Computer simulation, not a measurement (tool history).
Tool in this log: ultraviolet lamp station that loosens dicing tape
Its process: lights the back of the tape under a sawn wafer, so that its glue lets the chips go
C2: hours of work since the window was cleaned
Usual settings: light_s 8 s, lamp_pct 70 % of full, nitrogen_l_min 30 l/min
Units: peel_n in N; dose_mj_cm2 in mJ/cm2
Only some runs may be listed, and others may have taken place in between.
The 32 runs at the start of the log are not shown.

{"run": 33, "day": 77.892, "light_s": 4, "lamp_pct": 71, "nitrogen_l_min": 12, "hours of work of the lamp": 476, "C2": 126, "peel_n": 5.022, "dose_mj_cm2": 73}
{"run": 34, "day": 79.429, "light_s": 4, "lamp_pct": 71, "nitrogen_l_min": 12, "hours of work of the lamp": 497, "C2": 146, "peel_n": 5.316, "dose_mj_cm2": 74}
{"run": 35, "day": 82.696, "light_s": 4, "lamp_pct": 71, "nitrogen_l_min": 12, "hours of work of the lamp": 541, "C2": 190, "peel_n": 5.335, "dose_mj_cm2": 67}
{"run": 36, "day": 85.008, "light_s": 5, "lamp_pct": 71, "nitrogen_l_min": 12, "hours of work of the lamp": 572, "C2": 222, "peel_n": 4.8, "dose_mj_cm2": 83}
{"day": 87.521, "done": "window cleaned of glue's vapour"}
{"run": 37, "day": 87.558, "light_s": 4, "lamp_pct": 85, "nitrogen_l_min": 30, "hours of work of the lamp": 606, "C2": 1, "peel_n": 3.781, "dose_mj_cm2": 85}
{"run": 38, "day": 89.425, "light_s": 5, "lamp_pct": 61, "nitrogen_l_min": 11, "hours of work of the lamp": 632, "C2": 26, "peel_n": 5.29, "dose_mj_cm2": 72}
{"day": 92.221, "done": "lamp changed"}
{"run": 39, "day": 92.358, "light_s": 8, "lamp_pct": 70, "nitrogen_l_min": 51, "hours of work of the lamp": 2, "C2": 65, "peel_n": 0.608, "dose_mj_cm2": 219}
{"run": 40, "day": 95.938, "light_s": 8, "lamp_pct": 69, "nitrogen_l_min": 16, "hours of work of the lamp": 50, "C2": 113, "peel_n": 1.289, "dose_mj_cm2": 208}
{"run": 41, "day": 98.058, "light_s": 11, "lamp_pct": 70, "nitrogen_l_min": 23, "hours of work of the lamp": 79, "C2": 142, "peel_n": 0.563, "dose_mj_cm2": 277}
{"run": 42, "day": 100.25, "light_s": 10, "lamp_pct": 70, "nitrogen_l_min": 32, "hours of work of the lamp": 109, "C2": 171, "peel_n": 0.615, "dose_mj_cm2": 250}
{"run": 43, "day": 102.071, "light_s": 10, "lamp_pct": 70, "nitrogen_l_min": 32, "hours of work of the lamp": 133, "C2": 196, "peel_n": 0.652, "dose_mj_cm2": 239}

Alternative continuations, all from the tool just after run 43; predict every row:
{"run": "A", "day": 105.271, "light_s": 11, "lamp_pct": 70, "nitrogen_l_min": 32, "hours of work of the lamp": 176, "C2": 239, "peel_n": "?", "dose_mj_cm2": "?"}
{"run": "B", "day": 105.271, "light_s": 12, "lamp_pct": 67, "nitrogen_l_min": 36, "hours of work of the lamp": 176, "C2": 239, "peel_n": "?", "dose_mj_cm2": "?"}
{"run": "C", "day": 105.271, "light_s": 14, "lamp_pct": 70, "nitrogen_l_min": 22, "hours of work of the lamp": 176, "C2": 239, "peel_n": "?", "dose_mj_cm2": "?"}
{"run": "D", "day": 105.271, "light_s": 8, "lamp_pct": 87, "nitrogen_l_min": 30, "hours of work of the lamp": 176, "C2": 239, "peel_n": "?", "dose_mj_cm2": "?"}

run=A peel_n=0.578 dose_mj_cm2=253
run=B peel_n=0.477 dose_mj_cm2=261
run=C peel_n=0.432 dose_mj_cm2=316
run=D peel_n=0.752 dose_mj_cm2=226
With no hidden state in the tool, these same runs would have given:
run=A peel_n=0.347 dose_mj_cm2=321
run=B peel_n=0.295 dose_mj_cm2=331
run=C peel_n=0.282 dose_mj_cm2=403
run=D peel_n=0.444 dose_mj_cm2=288
